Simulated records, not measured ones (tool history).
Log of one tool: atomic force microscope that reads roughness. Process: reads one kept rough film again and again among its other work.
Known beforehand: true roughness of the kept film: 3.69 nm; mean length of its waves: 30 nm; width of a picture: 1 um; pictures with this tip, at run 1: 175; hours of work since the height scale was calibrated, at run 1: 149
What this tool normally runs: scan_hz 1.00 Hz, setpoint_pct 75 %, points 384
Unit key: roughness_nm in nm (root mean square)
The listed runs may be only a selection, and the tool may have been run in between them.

| run | hour | scan_hz | setpoint_pct | points | pictures with this tip | hours of work since the height scale was calibrated | roughness_nm |
|---|---|---|---|---|---|---|---|
| 1 | 0.0 | 1.00 | 75 | 384 | 175 | 149 | 2.524 |
| 2 | 6.9 | 1.00 | 75 | 384 | 189 | 153 | 2.488 |
| 3 | 13.2 | 1.00 | 75 | 384 | 201 | 157 | 2.471 |
| 4 | 21.5 | 1.00 | 75 | 407 | 218 | 163 | 2.437 |
|  | 23.6 | new tip fitted |
| 5 | 27.3 | 1.00 | 55 | 384 | 8 | 166 | 3.164 |
| 6 | 35.8 | 1.00 | 55 | 384 | 25 | 172 | 3.074 |
| 7 | 44.2 | 1.00 | 75 | 384 | 42 | 178 | 2.905 |
| 8 | 52.9 | 1.00 | 66 | 384 | 59 | 183 | 2.928 |
| 9 | 56.7 | 1.00 | 72 | 384 | 67 | 186 | 2.849 |
| 10 | 65.2 | 1.00 | 72 | 384 | 84 | 192 | 2.811 |
| 11 | 71.6 | 1.00 | 67 | 384 | 97 | 196 | 2.826 |
| 12 | 75.4 | 1.00 | 67 | 622 | 105 | 198 | 2.814 |
| 13 | 79.3 | 1.00 | 67 | 442 | 113 | 201 | 2.799 |
| 14 | 85.1 | 1.00 | 67 | 442 | 124 | 205 | 2.737 |
| 15 | 89.9 | 1.00 | 67 | 442 | 134 | 208 | 2.743 |
| 16 | 97.1 | 1.00 | 75 | 384 | 148 | 213 | 2.614 |
| 17 | 103.8 | 1.00 | 75 | 384 | 162 | 217 | 2.580 |
| 18 | 109.0 | 1.00 | 75 | 384 | 172 | 221 | 2.576 |
| 19 | 116.4 | 1.00 | 75 | 384 | 187 | 226 | 2.532 |
| 20 | 120.4 | 1.00 | 75 | 384 | 195 | 228 | 2.511 |
| 21 | 129.0 | 1.00 | 75 | 384 | 213 | 234 | 2.478 |
|  | 133.6 | new tip fitted |
| 22 | 138.5 | 1.00 | 75 | 384 | 10 | 240 | 3.003 |
| 23 | 143.7 | 1.00 | 75 | 384 | 20 | 244 | 2.973 |
| 24 | 149.5 | 1.00 | 75 | 384 | 32 | 248 | 2.911 |
| 25 | 153.3 | 1.00 | 75 | 384 | 40 | 250 | 2.910 |
| 26 | 157.2 | 1.00 | 75 | 384 | 48 | 253 | 2.890 |
| 27 | 161.7 | 1.00 | 74 | 384 | 57 | 256 | 2.899 |
| 28 | 168.5 | 1.00 | 77 | 384 | 70 | 260 | 2.803 |
| 29 | 175.5 | 0.70 | 67 | 384 | 85 | 265 | 2.907 |
| 30 | 182.4 | 1.00 | 72 | 321 | 99 | 269 | 2.805 |
| 31 | 188.7 | 1.00 | 60 | 410 | 111 | 274 | 2.851 |
| 32 | 193.0 | 1.23 | 75 | 388 | 120 | 277 | 2.658 |
| 33 | 199.2 | 1.28 | 64 | 384 | 132 | 281 | 2.757 |
| 34 | 203.9 | 1.28 | 64 | 384 | 142 | 284 | 2.698 |
| 35 | 208.7 | 1.28 | 71 | 384 | 152 | 287 | 2.627 |
| 36 | 215.3 | 1.00 | 85 | 996 | 165 | 291 | 2.496 |
| 37 | 221.4 | 3.25 | 80 | 384 | 177 | 295 | 2.076 |
| 38 | 228.5 | 3.25 | 80 | 384 | 192 | 300 | 2.067 |
| 39 | 234.2 | 3.25 | 80 | 384 | 203 | 304 | 2.036 |
| 40 | 240.1 | 3.20 | 59 | 384 | 215 | 308 | 2.453 |
|  | 243.8 | new tip fitted |
| 41 | 247.8 | 3.20 | 59 | 384 | 8 | 313 | 2.970 |
| 42 | 254.7 | 2.50 | 58 | 369 | 22 | 317 | 2.972 |
| 43 | 263.0 | 2.50 | 58 | 369 | 39 | 323 | 2.918 |
| 44 | 270.3 | 1.21 | 55 | 593 | 54 | 328 | 2.993 |
| 45 | 277.8 | 0.75 | 84 | 468 | 69 | 333 | 2.813 |
| 46 | 282.5 | 0.90 | 58 | 462 | 79 | 336 | 2.935 |
| 47 | 287.3 | 0.90 | 58 | 462 | 88 | 339 | 2.903 |
| 48 | 295.8 | 0.90 | 58 | 462 | 105 | 345 | 2.859 |
| 49 | 302.5 | 1.77 | 75 | 328 | 119 | 349 | 2.532 |
| 50 | 310.6 | 1.77 | 75 | 328 | 135 | 355 | 2.499 |
| 51 | 318.1 | 1.77 | 75 | 328 | 150 | 360 | 2.482 |
| 52 | 327.0 | 1.00 | 90 | 384 | 168 | 366 | 2.398 |
| 53 | 334.3 | 1.54 | 90 | 384 | 183 | 370 | 2.201 |

Across each entry between runs, compare the hidden state at the last listed run before it with the hidden state at the first listed run after it:
After run 4, before run 5: new tip fitted (hour 23.6)
  radius of the tip, nm: 24.4 -> 8.2
  measured minus no-state result, roughness_nm: -0.620 -> -0.060 nm (root mean square)
After run 21, before run 22: new tip fitted (hour 133.6)
  radius of the tip, nm: 22.9 -> 7.8
  measured minus no-state result, roughness_nm: -0.578 -> -0.042 nm (root mean square)
After run 40, before run 41: new tip fitted (hour 243.8)
  radius of the tip, nm: 22.4 -> 8.1
  measured minus no-state result, roughness_nm: -0.555 -> -0.054 nm (root mean square)
